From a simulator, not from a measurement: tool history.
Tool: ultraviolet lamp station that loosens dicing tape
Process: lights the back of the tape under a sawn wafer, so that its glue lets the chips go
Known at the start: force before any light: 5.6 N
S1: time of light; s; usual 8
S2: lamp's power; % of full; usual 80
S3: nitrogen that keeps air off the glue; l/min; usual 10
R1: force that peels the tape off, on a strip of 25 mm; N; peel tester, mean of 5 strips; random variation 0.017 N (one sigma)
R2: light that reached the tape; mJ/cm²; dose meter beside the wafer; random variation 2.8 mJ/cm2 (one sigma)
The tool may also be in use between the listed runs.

run 1 hour=0 | S1=8 S2=80 S3=10 | R1=0.824 R2=388
run 2 hour=20.5 | S1=8 S2=80 S3=10 | R1=0.787 R2=393
run 3 hour=63 | S1=8 S2=80 S3=10 | R1=0.815 R2=390
-- hour=97.8 window cleaned of glue's vapour
run 4 hour=103.3 | S1=8 S2=87 S3=10 | R1=0.687 R2=425
run 5 hour=146.1 | S1=8 S2=87 S3=18 | R1=0.532 R2=422
run 6 hour=176.5 | S1=8 S2=87 S3=18 | R1=0.514 R2=422
run 7 hour=217.3 | S1=8 S2=87 S3=18 | R1=0.548 R2=421
run 8 hour=237.8 | S1=8 S2=87 S3=18 | R1=0.536 R2=419
run 9 hour=281.9 | S1=8 S2=87 S3=18 | R1=0.535 R2=421
run 10 hour=329.9 | S1=8 S2=80 S3=10 | R1=0.83 R2=388
run 11 hour=371.4 | S1=8 S2=80 S3=10 | R1=0.799 R2=384
run 12 hour=415.8 | S1=8 S2=80 S3=10 | R1=0.768 R2=387
run 13 hour=458.3 | S1=8 S2=66 S3=4 | R1=1.659 R2=324
run 14 hour=483.3 | S1=8 S2=61 S3=5 | R1=1.62 R2=293
run 15 hour=526 | S1=8 S2=83 S3=6 | R1=0.958 R2=405
run 16 hour=575.9 | S1=8 S2=83 S3=6 | R1=1.009 R2=406
run 17 hour=616 | S1=6 S2=83 S3=6 | R1=1.502 R2=304
run 18 hour=651.8 | S1=5 S2=90 S3=5 | R1=1.767 R2=276
run 19 hour=672.5 | S1=7 S2=95 S3=5 | R1=1.106 R2=399
run 20 hour=712.3 | S1=10 S2=61 S3=13 | R1=0.779 R2=371
run 21 hour=747 | S1=10 S2=84 S3=4 | R1=0.875 R2=508
run 22 hour=788.3 | S1=8 S2=70 S3=17 | R1=0.778 R2=342
run 23 hour=815.2 | S1=14 S2=86 S3=10 | R1=0.319 R2=730

3 ways to go on from here, each from the tool as it stands after run 23. What would each give?
run A hour=842.8 | S1=12 S2=97 S3=5 | R1=? R2=?
run B hour=842.8 | S1=7 S2=77 S3=10 | R1=? R2=?
run C hour=842.8 | S1=8 S2=91 S3=10 | R1=? R2=?

run=A R1=0.47 R2=714
run=B R1=0.989 R2=323
run=C R1=0.64 R2=439
Without the tool's hidden state the same runs would have given:
run=A R1=0.467 R2=717
run=B R1=0.983 R2=324
run=C R1=0.635 R2=441

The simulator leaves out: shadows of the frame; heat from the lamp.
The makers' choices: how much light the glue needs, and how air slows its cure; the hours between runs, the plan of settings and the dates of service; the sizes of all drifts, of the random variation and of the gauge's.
